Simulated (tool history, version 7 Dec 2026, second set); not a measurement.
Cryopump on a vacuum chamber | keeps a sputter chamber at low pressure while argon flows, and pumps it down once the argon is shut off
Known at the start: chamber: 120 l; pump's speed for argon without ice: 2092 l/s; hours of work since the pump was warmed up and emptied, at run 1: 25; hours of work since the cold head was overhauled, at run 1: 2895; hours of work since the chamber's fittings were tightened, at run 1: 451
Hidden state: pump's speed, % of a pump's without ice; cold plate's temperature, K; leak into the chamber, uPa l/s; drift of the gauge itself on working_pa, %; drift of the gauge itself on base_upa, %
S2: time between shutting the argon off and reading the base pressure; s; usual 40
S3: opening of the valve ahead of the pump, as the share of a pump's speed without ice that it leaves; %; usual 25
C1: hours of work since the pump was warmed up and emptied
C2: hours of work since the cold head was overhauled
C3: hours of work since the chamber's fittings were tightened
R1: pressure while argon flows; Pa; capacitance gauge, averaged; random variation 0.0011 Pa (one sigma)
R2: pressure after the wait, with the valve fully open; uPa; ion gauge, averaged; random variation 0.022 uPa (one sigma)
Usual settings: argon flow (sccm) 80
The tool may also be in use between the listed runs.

Run 1, hour 0.0: usual settings; C1 25; C2 2895; C3 451. Result: R1 0.2632 Pa, R2 1.09 uPa.
Run 2, hour 83.4: usual settings but argon flow (sccm) 35; C1 93; C2 2962; C3 518. Result: R1 0.1164 Pa, R2 1.31 uPa.
Run 3, hour 177.5: usual settings but S2 57 s; C1 169; C2 3038; C3 594. Result: R1 0.2691 Pa, R2 1.29 uPa.
Run 4, hour 264.5: usual settings but argon flow (sccm) 50, S2 57 s; C1 239; C2 3108; C3 664. Result: R1 0.1728 Pa, R2 1.48 uPa.
Run 5, hour 339.9: usual settings; C1 300; C2 3169; C3 725. Result: R1 0.2806 Pa, R2 1.74 uPa.
At hour 416.5: pump warmed up, emptied and cooled again.
Run 6, hour 420.6: usual settings; C1 3; C2 3230; C3 786. Result: R1 0.2598 Pa, R2 1.48 uPa.
Run 7, hour 496.3: usual settings; C1 64; C2 3291; C3 847. Result: R1 0.2639 Pa, R2 1.66 uPa.
Run 8, hour 562.1: usual settings; C1 118; C2 3344; C3 900. Result: R1 0.2665 Pa, R2 1.80 uPa.
Run 9, hour 620.5: usual settings; C1 165; C2 3391; C3 948. Result: R1 0.2696 Pa, R2 1.96 uPa.
Run 10, hour 683.3: usual settings but S3 23 %; C1 215; C2 3442; C3 998. Result: R1 0.2946 Pa, R2 2.03 uPa.
Run 11, hour 762.4: usual settings but S3 23 %; C1 279; C2 3506; C3 1062. Result: R1 0.3006 Pa, R2 2.25 uPa.
Run 12, hour 807.2: usual settings but argon flow (sccm) 84; C1 315; C2 3542; C3 1098. Result: R1 0.2949 Pa, R2 2.37 uPa.
Run 13, hour 855.5: usual settings but argon flow (sccm) 84; C1 354; C2 3581; C3 1137. Result: R1 0.2966 Pa, R2 2.43 uPa.
At hour 867.1: pump warmed up, emptied and cooled again.
Run 14, hour 946.1: usual settings but S2 49 s; C1 64; C2 3650; C3 1206. Result: R1 0.2640 Pa, R2 2.06 uPa.
Run 15, hour 1002.2: usual settings but S2 49 s; C1 109; C2 3696; C3 1252. Result: R1 0.2692 Pa, R2 2.15 uPa.
At hour 1052.0: leaking fittings of the chamber tightened, without venting.
Run 16, hour 1080.9: usual settings but S2 49 s; C1 171; C2 3757; C3 23. Result: R1 0.2698 Pa, R2 0.55 uPa.
Run 17, hour 1177.7: usual settings but S2 49 s; C1 249; C2 3836; C3 102. Result: R1 0.2783 Pa, R2 0.68 uPa.
Run 18, hour 1230.1: usual settings but argon flow (sccm) 34, S2 20 s, S3 52 %; C1 291; C2 3878; C3 144. Result: R1 0.0623 Pa, R2 1.25 uPa.
At hour 1316.8: pump warmed up, emptied and cooled again.
Run 19, hour 1316.8: usual settings but argon flow (sccm) 42; C1 0; C2 3944; C3 210. Result: R1 0.1367 Pa, R2 0.84 uPa.
Run 20, hour 1361.5: usual settings but argon flow (sccm) 91, S2 37 s, S3 34 %; C1 36; C2 3980; C3 246. Result: R1 0.2219 Pa, R2 0.93 uPa.
Run 21, hour 1441.0: usual settings but argon flow (sccm) 108, S2 68 s; C1 100; C2 4044; C3 310. Result: R1 0.3566 Pa, R2 0.81 uPa.
Run 22, hour 1496.9: usual settings but argon flow (sccm) 108, S2 68 s; C1 145; C2 4089; C3 355. Result: R1 0.3628 Pa, R2 0.94 uPa.
Run 23, hour 1554.1: usual settings but argon flow (sccm) 135, S2 164 s, S3 52 %; C1 192; C2 4135; C3 401. Result: R1 0.2310 Pa, R2 0.85 uPa.
Run 24, hour 1608.7: usual settings but argon flow (sccm) 49, S2 23 s, S3 42 %; C1 236; C2 4179; C3 445. Result: R1 0.1041 Pa, R2 1.58 uPa.
Run 25, hour 1688.9: usual settings but argon flow (sccm) 49, S2 95 s, S3 20 %; C1 300; C2 4244; C3 510. Result: R1 0.2102 Pa, R2 1.17 uPa.
Run 26, hour 1736.1: usual settings but argon flow (sccm) 49, S2 95 s, S3 20 %; C1 338; C2 4282; C3 548. Result: R1 0.2151 Pa, R2 1.27 uPa.
At hour 1766.9: pump warmed up, emptied and cooled again.
Run 27, hour 1782.8: usual settings but argon flow (sccm) 65, S3 35 %; C1 13; C2 4316; C3 582. Result: R1 0.1516 Pa, R2 1.33 uPa.
Run 28, hour 1856.4: usual settings but argon flow (sccm) 47, S2 89 s, S3 18 %; C1 72; C2 4375; C3 641. Result: R1 0.2149 Pa, R2 1.20 uPa.
Run 29, hour 1922.8: usual settings but argon flow (sccm) 47, S2 89 s, S3 18 %; C1 126; C2 4429; C3 695. Result: R1 0.2176 Pa, R2 1.30 uPa.
Run 30, hour 2002.6: usual settings but argon flow (sccm) 47, S2 89 s, S3 18 %; C1 190; C2 4493; C3 759. Result: R1 0.2192 Pa, R2 1.43 uPa.
Run 31, hour 2084.9: usual settings but S2 291 s; C1 257; C2 4560; C3 826. Result: R1 0.2758 Pa, R2 1.45 uPa.
Run 32, hour 2133.1: usual settings but argon flow (sccm) 108, S2 33 s, S3 28 %; C1 296; C2 4599; C3 865. Result: R1 0.3420 Pa, R2 2.02 uPa.
Run 33, hour 2172.9: usual settings but argon flow (sccm) 44; C1 328; C2 4631; C3 897. Result: R1 0.1550 Pa, R2 2.05 uPa.
At hour 2215.5: pump warmed up, emptied and cooled again.
Run 34, hour 2275.8: usual settings but argon flow (sccm) 39, S3 54 %; C1 49; C2 4710; C3 976. Result: R1 0.0610 Pa, R2 1.79 uPa.

Hidden state at the last listed run before each entry between runs and at the first one after, where it differs:
Between runs 5 and 6: pump warmed up, emptied and cooled again (hour 416.5)
  pump's speed, % of a pump's without ice: 76.7 -> 99.6; cold plate's temperature, K: 13.28 -> 13.3; leak into the chamber, uPa l/s: 2092 -> 2250
  measured less the result without the state, R1: +0.0219 -> +0.0019 Pa; R2: +1.20 -> +0.95 uPa
Between runs 13 and 14: pump warmed up, emptied and cooled again (hour 867.1)
  pump's speed, % of a pump's without ice: 73.6 -> 94.6; cold plate's temperature, K: 13.42 -> 13.44; leak into the chamber, uPa l/s: 3097 -> 3274
  measured less the result without the state, R1: +0.0269 -> +0.0057 Pa; R2: +1.91 -> +1.57 uPa
Between runs 15 and 16: leaking fittings of the chamber tightened, without venting (hour 1052.0)
  pump's speed, % of a pump's without ice: 91.3 -> 86.9; cold plate's temperature, K: 13.46 -> 13.48; leak into the chamber, uPa l/s: 3394 -> 380
  measured less the result without the state, R1: +0.0083 -> +0.0120 Pa; R2: +1.69 -> +0.08 uPa
Between runs 18 and 19: pump warmed up, emptied and cooled again (hour 1316.8)
  pump's speed, % of a pump's without ice: 77.8 -> 99.6; cold plate's temperature, K: 13.52 -> 13.54; leak into the chamber, uPa l/s: 685 -> 839
  measured less the result without the state, R1: +0.0090 -> +0.0012 Pa; R2: +0.28 -> +0.27 uPa
Between runs 26 and 27: pump warmed up, emptied and cooled again (hour 1766.9)
  pump's speed, % of a pump's without ice: 74.8 -> 98.8; cold plate's temperature, K: 13.65 -> 13.67; leak into the chamber, uPa l/s: 1657 -> 1752
  measured less the result without the state, R1: +0.0152 -> +0.0025 Pa; R2: +0.94 -> +0.75 uPa
Between runs 33 and 34: pump warmed up, emptied and cooled again (hour 2215.5)
  pump's speed, % of a pump's without ice: 75.8 -> 95; cold plate's temperature, K: 13.77 -> 13.8; leak into the chamber, uPa l/s: 2523 -> 2704
  measured less the result without the state, R1: +0.0131 -> +0.0029 Pa; R2: +1.50 -> +1.25 uPa

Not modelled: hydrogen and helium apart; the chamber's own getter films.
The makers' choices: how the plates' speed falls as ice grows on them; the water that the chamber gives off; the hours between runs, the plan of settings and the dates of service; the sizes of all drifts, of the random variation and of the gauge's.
